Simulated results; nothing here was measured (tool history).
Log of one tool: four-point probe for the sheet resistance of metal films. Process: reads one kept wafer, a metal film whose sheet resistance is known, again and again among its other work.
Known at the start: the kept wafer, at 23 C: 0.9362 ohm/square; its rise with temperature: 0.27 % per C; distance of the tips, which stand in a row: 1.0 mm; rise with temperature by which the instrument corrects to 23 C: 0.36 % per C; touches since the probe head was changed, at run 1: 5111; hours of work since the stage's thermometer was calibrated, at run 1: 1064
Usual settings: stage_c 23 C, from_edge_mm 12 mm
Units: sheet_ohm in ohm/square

run,hour,stage_c,from_edge_mm,touches since the probe head was changed,hours of work since the stage's thermometer was calibrated,sheet_ohm
1,0.0,23,12,5111,1064,0.937453
2,20.4,23,12,5564,1079,0.937314
3,40.3,23,12,6003,1093,0.937016
4,53.7,23,12,6302,1103,0.937253
5,63.1,23,12,6508,1110,0.937102
6,82.6,22,12,6941,1124,0.938519
7,94.0,22,12,7193,1132,0.938067
8,114.0,22,12,7635,1146,0.938346
9,134.1,32,12,8080,1161,0.929923
10,148.4,32,12,8397,1171,0.929605
11,162.8,23,12,8717,1181,0.937462
12,172.7,23,12,8936,1188,0.937036
13,193.5,23,5,9395,1203,0.953424
14,215.3,32,12,9879,1219,0.929767
15,231.5,23,12,10238,1231,0.936959
16,250.8,19,12,10665,1244,0.940653
17,261.0,19,12,10891,1252,0.940630
18,283.3,23,12,11385,1268,0.936905
19,301.0,34,12,11776,1281,0.928183
20,322.9,23,12,12262,1296,0.936877
21,332.4,29,12,12473,1303,0.931717
22,353.4,29,12,12937,1318,0.931723
23,365.0,20,12,13193,1326,0.939087
24,374.7,27,30,13409,1333,0.930599
25,395.8,29,61,13877,1349,0.928350
26,413.7,22,14,14272,1361,0.936472
27,436.3,23,12,14774,1378,0.936486
28,457.1,21,6,15233,1393,0.949039
29,476.5,27,16,15663,1407,0.932061
30,495.6,23,71,16085,1420,0.933552
31,512.2,34,22,16454,1432,0.925200
32,528.6,21,9,16817,1444,0.940931
33,550.2,21,9,17296,1460,0.941141
34,565.2,21,9,17627,1470,0.941192
35,587.8,21,9,18128,1486,0.941093
36,605.2,31,5,18513,1499,0.946060
37,624.7,29,51,18943,1513,0.928298
38,642.6,29,51,19342,1526,0.928422
39,660.2,26,7,19731,1538,0.940631
40,675.4,20,64,20068,1549,0.935569
41,697.9,23,12,20565,1566,0.936401
42,717.1,25,12,20991,1579,0.934571
43,729.0,27,40,21255,1588,0.930124
44,744.5,31,12,21597,1599,0.929605

3 ways to go on from here, each from the tool as it stands after run 44. What would each give?
A,758.8,27,20,21914,1609,?
B,758.8,23,8,21914,1609,?
C,758.8,28,26,21914,1609,?

run,sheet_ohm
A,0.930395
B,0.940679
C,0.929193
Without the tool's hidden state the same runs would have given:
run,sheet_ohm
A,0.933744
B,0.944081
C,0.932534

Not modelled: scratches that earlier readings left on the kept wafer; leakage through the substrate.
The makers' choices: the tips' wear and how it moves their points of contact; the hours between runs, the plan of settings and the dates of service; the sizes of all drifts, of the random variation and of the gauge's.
